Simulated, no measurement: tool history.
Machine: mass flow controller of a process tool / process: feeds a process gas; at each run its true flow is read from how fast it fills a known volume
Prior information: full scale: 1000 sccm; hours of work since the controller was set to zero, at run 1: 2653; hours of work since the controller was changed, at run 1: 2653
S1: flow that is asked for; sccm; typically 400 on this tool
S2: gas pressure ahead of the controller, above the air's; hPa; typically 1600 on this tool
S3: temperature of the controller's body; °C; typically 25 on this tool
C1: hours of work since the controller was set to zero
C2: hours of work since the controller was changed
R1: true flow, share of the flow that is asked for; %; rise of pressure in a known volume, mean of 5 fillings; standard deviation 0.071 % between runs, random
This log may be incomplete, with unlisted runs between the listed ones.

run 1 hour=0 | S1=400 S2=1600 S3=25 | C1=2653 C2=2653 | R1=101.12
run 2 hour=149.2 | S1=400 S2=1600 S3=25 | C1=2725 C2=2725 | R1=101.31
run 3 hour=245.5 | S1=400 S2=1600 S3=25 | C1=2772 C2=2772 | R1=101.18
run 4 hour=395.4 | S1=400 S2=2100 S3=25 | C1=2844 C2=2844 | R1=101.42
run 5 hour=485 | S1=400 S2=2100 S3=27 | C1=2887 C2=2887 | R1=101.51
run 6 hour=623.2 | S1=400 S2=2100 S3=27 | C1=2954 C2=2954 | R1=101.36
run 7 hour=700.3 | S1=400 S2=1550 S3=25 | C1=2991 C2=2991 | R1=101.27
run 8 hour=802.1 | S1=400 S2=1600 S3=25 | C1=3040 C2=3040 | R1=101.39
run 9 hour=916.8 | S1=400 S2=1600 S3=25 | C1=3095 C2=3095 | R1=101.36
run 10 hour=1046.6 | S1=400 S2=2190 S3=25 | C1=3158 C2=3158 | R1=101.83
run 11 hour=1130.1 | S1=233 S2=1600 S3=25 | C1=3198 C2=3198 | R1=101.97
run 12 hour=1204.5 | S1=117 S2=1600 S3=25 | C1=3234 C2=3234 | R1=103.54
run 13 hour=1350.9 | S1=400 S2=1600 S3=25 | C1=3304 C2=3304 | R1=101.57
run 14 hour=1529 | S1=619 S2=1600 S3=25 | C1=3390 C2=3390 | R1=101.38
run 15 hour=1655.2 | S1=619 S2=1600 S3=25 | C1=3451 C2=3451 | R1=101.25
run 16 hour=1741.5 | S1=619 S2=1600 S3=25 | C1=3493 C2=3493 | R1=101.45
run 17 hour=1860.4 | S1=400 S2=1600 S3=32 | C1=3550 C2=3550 | R1=100.77
run 18 hour=2002.9 | S1=400 S2=1600 S3=32 | C1=3619 C2=3619 | R1=100.96
run 19 hour=2104.9 | S1=400 S2=1600 S3=36 | C1=3668 C2=3668 | R1=100.82
run 20 hour=2213 | S1=400 S2=1600 S3=27 | C1=3720 C2=3720 | R1=101.59
-- hour=2228.5 controller's zero set anew
run 21 hour=2300.1 | S1=400 S2=1600 S3=25 | C1=34 C2=3762 | R1=102.31
run 22 hour=2428.9 | S1=136 S2=1600 S3=25 | C1=97 C2=3824 | R1=105.21
run 23 hour=2522.6 | S1=136 S2=1600 S3=25 | C1=142 C2=3869 | R1=105.14
run 24 hour=2701.1 | S1=400 S2=1600 S3=25 | C1=228 C2=3955 | R1=102.33
-- hour=2777.3 controller's zero set anew, once more
run 25 hour=2861.8 | S1=400 S2=1600 S3=25 | C1=41 C2=4032 | R1=100.91
run 26 hour=3003 | S1=344 S2=1600 S3=25 | C1=109 C2=4100 | R1=100.9
run 27 hour=3124.5 | S1=103 S2=1940 S3=25 | C1=167 C2=4159 | R1=101.18
run 28 hour=3261.9 | S1=103 S2=1940 S3=25 | C1=234 C2=4225 | R1=101.31
run 29 hour=3373.4 | S1=986 S2=2180 S3=22 | C1=287 C2=4279 | R1=101.66
run 30 hour=3481.4 | S1=810 S2=1590 S3=21 | C1=339 C2=4331 | R1=101.47
run 31 hour=3555.3 | S1=764 S2=1920 S3=25 | C1=375 C2=4366 | R1=101.28
run 32 hour=3688 | S1=764 S2=1920 S3=22 | C1=439 C2=4430 | R1=101.43
run 33 hour=3844.1 | S1=764 S2=1920 S3=22 | C1=514 C2=4506 | R1=101.69
run 34 hour=3959.4 | S1=186 S2=1420 S3=25 | C1=570 C2=4561 | R1=101.08
run 35 hour=4058.4 | S1=400 S2=1500 S3=24 | C1=617 C2=4609 | R1=101.15
run 36 hour=4228.5 | S1=400 S2=1500 S3=24 | C1=699 C2=4691 | R1=101.25
run 37 hour=4355.4 | S1=400 S2=1500 S3=24 | C1=761 C2=4752 | R1=101.15
run 38 hour=4496.8 | S1=126 S2=1600 S3=21 | C1=829 C2=4820 | R1=101.96
run 39 hour=4622.4 | S1=110 S2=1600 S3=38 | C1=889 C2=4881 | R1=100.89
run 40 hour=4712.6 | S1=110 S2=1600 S3=38 | C1=933 C2=4924 | R1=100.77
run 41 hour=4856.2 | S1=110 S2=1600 S3=38 | C1=1002 C2=4993 | R1=100.9
run 42 hour=4954.7 | S1=400 S2=1680 S3=30 | C1=1049 C2=5041 | R1=100.86
run 43 hour=5048.6 | S1=400 S2=1680 S3=30 | C1=1095 C2=5086 | R1=100.9
run 44 hour=5182.1 | S1=721 S2=1950 S3=25 | C1=1159 C2=5150 | R1=101.52
run 45 hour=5271.3 | S1=721 S2=1950 S3=25 | C1=1202 C2=5193 | R1=101.68
run 46 hour=5397.1 | S1=370 S2=1980 S3=29 | C1=1263 C2=5254 | R1=101.23
run 47 hour=5495.3 | S1=370 S2=1980 S3=29 | C1=1310 C2=5301 | R1=101.38

Forecast each of these 5 alternatives for the next run:
run A hour=5645.6 | S1=218 S2=1600 S3=25 | C1=1382 C2=5374 | R1=?
run B hour=5645.6 | S1=478 S2=1600 S3=25 | C1=1382 C2=5374 | R1=?
run C hour=5645.6 | S1=768 S2=2140 S3=35 | C1=1382 C2=5374 | R1=?
run D hour=5645.6 | S1=419 S2=1600 S3=25 | C1=1382 C2=5374 | R1=?
run E hour=5645.6 | S1=179 S2=1450 S3=38 | C1=1382 C2=5374 | R1=?

run=A R1=101.82
run=B R1=101.45
run=C R1=101.04
run=D R1=101.51
run=E R1=100.75
What these runs would have given with no unlogged condition in the tool:
run=A R1=99.52
run=B R1=99.56
run=C R1=99.27
run=D R1=99.56
run=E R1=98.29

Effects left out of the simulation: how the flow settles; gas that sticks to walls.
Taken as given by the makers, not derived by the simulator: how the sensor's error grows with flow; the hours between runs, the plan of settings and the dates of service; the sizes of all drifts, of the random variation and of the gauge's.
